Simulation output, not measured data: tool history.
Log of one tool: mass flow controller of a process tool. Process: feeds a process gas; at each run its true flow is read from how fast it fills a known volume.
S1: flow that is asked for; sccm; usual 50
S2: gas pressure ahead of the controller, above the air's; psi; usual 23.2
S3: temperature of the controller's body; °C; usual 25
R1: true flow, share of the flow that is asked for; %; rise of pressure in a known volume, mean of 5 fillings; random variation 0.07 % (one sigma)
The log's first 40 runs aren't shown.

| run | hour | S1 | S2 | S3 | R1 |
|---|---|---|---|---|---|
| 41 | 3086.9 | 16 | 22.6 | 25 | 96.17 |
| 42 | 3162.3 | 16 | 37.4 | 27 | 95.54 |
| 43 | 3224.2 | 30 | 23.2 | 27 | 96.82 |
| 44 | 3320.3 | 30 | 23.2 | 27 | 96.89 |
| 45 | 3389.8 | 12 | 28.3 | 25 | 95.32 |
| 46 | 3485.3 | 54 | 25.4 | 39 | 96.21 |
| 47 | 3572.4 | 54 | 38.1 | 29 | 97.04 |
| 48 | 3641.8 | 50 | 29.2 | 25 | 97.76 |

Forecast each of these 4 alternatives for the next run:
| A | 3741.7 | 50 | 23.2 | 26 | ? |
| B | 3741.7 | 27 | 37.1 | 30 | ? |
| C | 3741.7 | 50 | 25.2 | 25 | ? |
| D | 3741.7 | 15 | 25.7 | 32 | ? |

| run | R1 |
|---|---|
| A | 97.78 |
| B | 96.05 |
| C | 97.76 |
| D | 94.95 |
Without the tool's hidden state the same runs would have given:
| run | R1 |
|---|---|
| A | 99.23 |
| B | 97.99 |
| C | 99.21 |
| D | 97.73 |
